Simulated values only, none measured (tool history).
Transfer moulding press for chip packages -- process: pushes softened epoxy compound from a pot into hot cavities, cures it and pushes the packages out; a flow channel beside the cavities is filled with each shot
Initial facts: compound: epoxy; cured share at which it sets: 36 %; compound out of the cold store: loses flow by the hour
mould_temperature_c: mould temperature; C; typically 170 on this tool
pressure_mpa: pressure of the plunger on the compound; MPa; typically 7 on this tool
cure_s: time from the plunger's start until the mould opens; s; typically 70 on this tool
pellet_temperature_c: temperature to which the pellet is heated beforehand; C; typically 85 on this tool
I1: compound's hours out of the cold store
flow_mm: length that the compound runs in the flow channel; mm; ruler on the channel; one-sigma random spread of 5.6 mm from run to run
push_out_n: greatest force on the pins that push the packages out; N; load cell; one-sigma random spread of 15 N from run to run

run 1 hour=0 | mould_temperature_c=170 pressure_mpa=7 cure_s=70 pellet_temperature_c=85 | I1=47.9 | flow_mm=801 push_out_n=1104
-- hour=9.4 cavities cleaned with cleaning compound and waxed
-- hour=63.2 plunger's sealing rings changed
-- hour=64.7 cavities cleaned with cleaning compound and waxed
run 2 hour=73 | mould_temperature_c=170 pressure_mpa=7 cure_s=70 pellet_temperature_c=85 | I1=35.6 | flow_mm=914 push_out_n=784
-- hour=115.2 cavities cleaned with cleaning compound and waxed
run 3 hour=153.6 | mould_temperature_c=170 pressure_mpa=7 cure_s=70 pellet_temperature_c=85 | I1=21.2 | flow_mm=940 push_out_n=1126
-- hour=167.2 cavities cleaned with cleaning compound and waxed
-- hour=220.7 cavities cleaned with cleaning compound and waxed
run 4 hour=230.2 | mould_temperature_c=170 pressure_mpa=7 cure_s=70 pellet_temperature_c=89 | I1=10.4 | flow_mm=976 push_out_n=900
-- hour=273 mould's thermocouples calibrated
-- hour=274.5 cavities cleaned with cleaning compound and waxed
run 5 hour=295 | mould_temperature_c=170 pressure_mpa=7 cure_s=70 pellet_temperature_c=89 | I1=42.1 | flow_mm=825 push_out_n=1059
-- hour=329.2 cavities cleaned with cleaning compound and waxed
-- hour=349.1 plunger's sealing rings changed
run 6 hour=374 | mould_temperature_c=170 pressure_mpa=7 cure_s=70 pellet_temperature_c=89 | I1=24.5 | flow_mm=962 push_out_n=1295
-- hour=381.2 cavities cleaned with cleaning compound and waxed
-- hour=430.9 cavities cleaned with cleaning compound and waxed
run 7 hour=430.9 | mould_temperature_c=170 pressure_mpa=7 cure_s=70 pellet_temperature_c=89 | I1=12.2 | flow_mm=998 push_out_n=653
run 8 hour=469.3 | mould_temperature_c=170 pressure_mpa=7 cure_s=70 pellet_temperature_c=89 | I1=38.8 | flow_mm=882 push_out_n=1142
-- hour=487.5 cavities cleaned with cleaning compound and waxed
-- hour=540.6 cavities cleaned with cleaning compound and waxed
run 9 hour=540.6 | mould_temperature_c=170 pressure_mpa=7 cure_s=70 pellet_temperature_c=89 | I1=21.7 | flow_mm=921 push_out_n=660
-- hour=592.2 cavities cleaned with cleaning compound and waxed
run 10 hour=609.1 | mould_temperature_c=176 pressure_mpa=7 cure_s=70 pellet_temperature_c=85 | I1=23.5 | flow_mm=875 push_out_n=760
-- hour=629.6 plunger's sealing rings changed
-- hour=648.2 cavities cleaned with cleaning compound and waxed
-- hour=698.9 cavities cleaned with cleaning compound and waxed
run 11 hour=698.9 | mould_temperature_c=176 pressure_mpa=7 cure_s=70 pellet_temperature_c=85 | I1=28.7 | flow_mm=902 push_out_n=482
-- hour=753.3 cavities cleaned with cleaning compound and waxed
run 12 hour=781.7 | mould_temperature_c=176 pressure_mpa=7 cure_s=70 pellet_temperature_c=85 | I1=27.5 | flow_mm=889 push_out_n=887
-- hour=805.4 cavities cleaned with cleaning compound and waxed
run 13 hour=833.2 | mould_temperature_c=170 pressure_mpa=7 cure_s=70 pellet_temperature_c=85 | I1=35.4 | flow_mm=855 push_out_n=1184
-- hour=857 cavities cleaned with cleaning compound and waxed
-- hour=911.9 plunger's sealing rings changed
-- hour=913.4 cavities cleaned with cleaning compound and waxed
run 14 hour=915.7 | mould_temperature_c=170 pressure_mpa=7.55 cure_s=56 pellet_temperature_c=81 | I1=23.4 | flow_mm=1009 push_out_n=1372
-- hour=970.1 cavities cleaned with cleaning compound and waxed
run 15 hour=995 | mould_temperature_c=172 pressure_mpa=7 cure_s=70 pellet_temperature_c=85 | I1=47 | flow_mm=839 push_out_n=960
-- hour=1019.7 cavities cleaned with cleaning compound and waxed
run 16 hour=1038.5 | mould_temperature_c=170 pressure_mpa=7 cure_s=99 pellet_temperature_c=82 | I1=19.1 | flow_mm=954 push_out_n=732

Predict the results of run 17:
-- hour=1074.2 cavities cleaned with cleaning compound and waxed
run 17 hour=1114.9 | mould_temperature_c=170 pressure_mpa=6.68 cure_s=99 pellet_temperature_c=83 | I1=9.2 | flow_mm=? push_out_n=?

flow_mm: 958 mm
push_out_n: 834 N
Take away the tool's hidden state, keep the run-to-run variation as it was, and the same run would have given flow_mm 1032 mm, push_out_n 437 N.
